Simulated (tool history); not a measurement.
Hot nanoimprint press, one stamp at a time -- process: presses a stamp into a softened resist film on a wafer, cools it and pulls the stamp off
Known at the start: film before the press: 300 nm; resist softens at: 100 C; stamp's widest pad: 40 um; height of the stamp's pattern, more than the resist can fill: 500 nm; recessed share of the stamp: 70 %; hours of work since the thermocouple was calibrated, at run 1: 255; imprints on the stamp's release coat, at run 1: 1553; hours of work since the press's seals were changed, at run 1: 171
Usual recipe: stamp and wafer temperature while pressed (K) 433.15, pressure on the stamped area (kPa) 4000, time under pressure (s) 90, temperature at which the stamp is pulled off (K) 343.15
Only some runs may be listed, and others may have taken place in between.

run	hour	stamp and wafer temperature while pressed (K)	pressure on the stamped area (kPa)	time under pressure (s)	temperature at which the stamp is pulled off (K)	hours of work since the thermocouple was calibrated	imprints on the stamp's release coat	hours of work since the press's seals were changed	resist left under the stamp's widest pad (angstrom)	greatest force while the stamp is pulled off (N)
1	0	433.15	4000	90	343.15	255	1553	171	1730	212
2	8.3	433.15	4000	90	346.15	258	1579	174	1732	202
3	15.1	433.15	4000	90	346.15	261	1599	177	1731	204
4	23.6	433.15	4000	90	343.15	265	1625	181	1731	214
5	29.5	433.15	4000	50	343.15	267	1644	183	2026	210
6	34.4	433.15	4000	90	343.15	269	1659	185	1732	215
7	44.9	433.15	4200	90	343.15	274	1691	190	1694	212
8	53.1	433.15	4200	90	343.15	277	1716	193	1689	210
9	60.7	433.15	4200	90	343.15	280	1739	196	1689	212
10	69.8	433.15	4000	90	345.15	284	1767	200	1729	213
11	76.3	433.15	4000	90	345.15	287	1787	203	1731	208
12	83.2	433.15	4000	90	345.15	290	1808	206	1734	208
13	91.2	433.15	4000	90	345.15	293	1833	209	1731	208
14	98.9	433.15	4000	90	345.15	296	1857	212	1729	209
15	108.6	433.15	4000	90	341.15	300	1886	216	1728	219
16	115.3	437.15	4000	48	343.15	303	1907	219	1838	217
17	121.3	437.15	4000	48	343.15	306	1925	222	1840	219
18	130.9	430.15	4190	90	343.15	310	1955	226	1853	214
19	141.6	426.15	3230	179	343.15	314	1987	230	1955	217
20	152	437.15	4000	177	351.15	319	2019	235	1226	205
21	162.7	433.15	4430	90	343.15	323	2052	239	1645	216
22	172.7	433.15	4430	90	343.15	328	2083	244	1645	219
# hour 185.9: stamp cleaned and given a new release coat
23	185.9	433.15	2770	90	333.15	331	0	247	2036	198
24	190.4	442.15	2870	49	343.15	332	14	248	1867	179
25	197.9	442.15	3410	158	343.15	336	37	252	1186	183
26	203	433.15	3190	61	344.15	338	52	254	2107	178
27	209.4	423.15	4000	142	340.15	340	72	256	2063	183
28	214	426.15	4000	84	343.15	342	86	258	2138	185
29	223.1	433.15	4000	90	335.15	346	114	262	1728	195

Hidden condition of the tool, last listed run before each entry between runs versus first listed run after:
From run 22 to run 23: stamp cleaned and given a new release coat (hour 185.9)
  true temperature over the reading, C: 0.66 -> 0.67; pressure that arrives at the usual setting, %: 98.91 -> 98.9; grip of the stamp's worn release coat, % over a new coat's: 21.2 -> 0
  what was measured, less what the result would be without the hidden state, resist left under the stamp's widest pad (angstrom): -24 -> -29; greatest force while the stamp is pulled off (N): +37 -> -1
